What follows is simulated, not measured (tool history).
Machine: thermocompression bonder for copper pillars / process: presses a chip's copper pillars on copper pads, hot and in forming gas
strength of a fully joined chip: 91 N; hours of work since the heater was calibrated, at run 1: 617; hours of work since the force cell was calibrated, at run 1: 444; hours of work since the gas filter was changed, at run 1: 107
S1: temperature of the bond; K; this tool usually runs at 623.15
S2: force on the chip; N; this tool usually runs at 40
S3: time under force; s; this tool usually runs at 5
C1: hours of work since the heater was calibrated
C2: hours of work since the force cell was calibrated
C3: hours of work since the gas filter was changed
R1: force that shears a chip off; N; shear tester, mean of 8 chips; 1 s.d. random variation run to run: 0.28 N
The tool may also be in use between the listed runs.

run	hour	S1	S2	S3	C1	C2	C3	R1
1	0.0	623.15	40	5	617	444	107	58.1
2	21.6	623.15	40	5	633	461	124	58.6
3	43.3	623.15	37	5	650	478	140	55.9
4	60.8	623.15	40	3	664	492	154	50.3
# hour 75.6: forming gas filter changed
5	83.1	624.15	40	5	681	509	6	63.2
6	98.5	624.15	40	5	693	521	18	62.9
7	120.5	623.15	40	8	710	538	35	68.9
8	142.3	623.15	40	5	727	555	52	61.7
9	157.2	623.15	40	6	739	566	64	64.1
10	175.6	623.15	40	6	753	581	78	63.2
11	191.1	623.15	40	6	765	593	90	63.6
12	211.2	623.15	52	6	781	609	106	69.2
13	229.2	623.15	31	6	795	623	120	55.8
14	245.0	623.15	31	6	807	635	132	55.9
15	263.1	623.15	40	5	821	649	146	59.4
16	273.9	623.15	40	5	830	657	154	59.3
# hour 287.5: forming gas filter changed
17	290.4	623.15	40	5	842	670	2	63.3

For run 18, what comes out?
18	301.6	623.15	40	5	851	679	11	?

R1: 63.7 N
Take away the tool's hidden state, keep the run-to-run variation as it was, and the same run would have given R1 59.4 N.

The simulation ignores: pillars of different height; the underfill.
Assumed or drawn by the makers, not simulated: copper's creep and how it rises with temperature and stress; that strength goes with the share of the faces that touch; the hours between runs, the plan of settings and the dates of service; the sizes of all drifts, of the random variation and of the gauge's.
